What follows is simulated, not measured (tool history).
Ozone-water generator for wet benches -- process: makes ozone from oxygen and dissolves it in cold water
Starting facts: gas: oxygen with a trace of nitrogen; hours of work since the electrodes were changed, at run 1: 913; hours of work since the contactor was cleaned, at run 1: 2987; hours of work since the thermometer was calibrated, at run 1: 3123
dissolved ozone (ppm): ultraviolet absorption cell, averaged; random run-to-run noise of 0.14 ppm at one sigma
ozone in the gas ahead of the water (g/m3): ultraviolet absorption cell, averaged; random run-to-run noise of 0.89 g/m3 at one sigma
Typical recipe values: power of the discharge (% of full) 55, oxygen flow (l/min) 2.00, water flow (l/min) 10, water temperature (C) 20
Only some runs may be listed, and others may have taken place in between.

| run | hour | power of the discharge (% of full) | oxygen flow (l/min) | water flow (l/min) | water temperature (C) | hours of work since the electrodes were changed | hours of work since the contactor was cleaned | hours of work since the thermometer was calibrated | dissolved ozone (ppm) | ozone in the gas ahead of the water (g/m3) |
|---|---|---|---|---|---|---|---|---|---|---|
| 1 | 0.0 | 55 | 2.00 | 10 | 20 | 913 | 2987 | 3123 | 14.1 | 144.2 |
| 2 | 29.2 | 55 | 2.00 | 10 | 20 | 942 | 3016 | 3152 | 14.1 | 142.8 |
| 3 | 43.3 | 55 | 2.00 | 10 | 20 | 955 | 3030 | 3165 | 14.0 | 143.7 |
| 4 | 60.1 | 55 | 2.00 | 10 | 22 | 972 | 3046 | 3182 | 13.7 | 141.8 |
| 5 | 91.0 | 55 | 2.00 | 10 | 18 | 1003 | 3077 | 3213 | 14.3 | 141.9 |
|  | 117.1 | water thermometer calibrated |
| 6 | 118.1 | 55 | 2.00 | 10 | 22 | 1029 | 3103 | 1 | 13.5 | 141.6 |
| 7 | 136.1 | 89 | 2.00 | 10 | 22 | 1047 | 3121 | 19 | 18.4 | 191.0 |
| 8 | 151.1 | 55 | 1.62 | 10 | 20 | 1062 | 3136 | 34 | 13.1 | 151.9 |
| 9 | 165.4 | 55 | 1.62 | 10 | 20 | 1076 | 3150 | 48 | 13.6 | 154.3 |
| 10 | 196.9 | 55 | 1.62 | 10 | 20 | 1107 | 3181 | 79 | 13.3 | 152.1 |
| 11 | 223.2 | 55 | 1.62 | 9 | 20 | 1133 | 3207 | 105 | 14.6 | 153.9 |
| 12 | 251.7 | 99 | 1.93 | 8 | 27 | 1161 | 3236 | 133 | 21.2 | 207.8 |
| 13 | 277.5 | 82 | 1.93 | 8 | 27 | 1187 | 3261 | 159 | 19.1 | 182.9 |
| 14 | 300.8 | 55 | 1.51 | 10 | 20 | 1210 | 3284 | 182 | 13.0 | 157.1 |
| 15 | 314.1 | 54 | 2.18 | 14 | 20 | 1223 | 3297 | 195 | 10.4 | 134.3 |
| 16 | 335.2 | 75 | 1.45 | 8 | 20 | 1244 | 3318 | 216 | 18.8 | 191.4 |
| 17 | 358.7 | 79 | 1.45 | 7 | 27 | 1268 | 3342 | 240 | 19.6 | 199.9 |
| 18 | 377.1 | 79 | 2.39 | 7 | 27 | 1286 | 3360 | 258 | 20.5 | 165.0 |
|  | 394.3 | contactor cleaned |
| 19 | 405.5 | 55 | 3.10 | 13 | 20 | 1310 | 11 | 282 | 12.8 | 122.0 |
| 20 | 432.2 | 55 | 3.55 | 10 | 20 | 1336 | 38 | 308 | 15.9 | 113.7 |

3 options for the next run, each taken on its own from the tool as it stands now. Forecast them:
| A | 452.0 | 55 | 3.55 | 9 | 20 | 1356 | 57 | 328 | ? | ? |
| B | 452.0 | 55 | 3.21 | 8 | 19 | 1356 | 57 | 328 | ? | ? |
| C | 452.0 | 84 | 1.45 | 10 | 18 | 1356 | 57 | 328 | ? | ? |

| run | dissolved ozone (ppm) | ozone in the gas ahead of the water (g/m3) |
|---|---|---|
| A | 16.9 | 113.1 |
| B | 18.2 | 116.8 |
| C | 17.6 | 205.1 |
Take away the tool's hidden state, keep each run's random variation, and the runs would have read:
| run | dissolved ozone (ppm) | ozone in the gas ahead of the water (g/m3) |
|---|---|---|
| A | 17.8 | 118.4 |
| B | 19.2 | 122.3 |
| C | 18.8 | 217.8 |
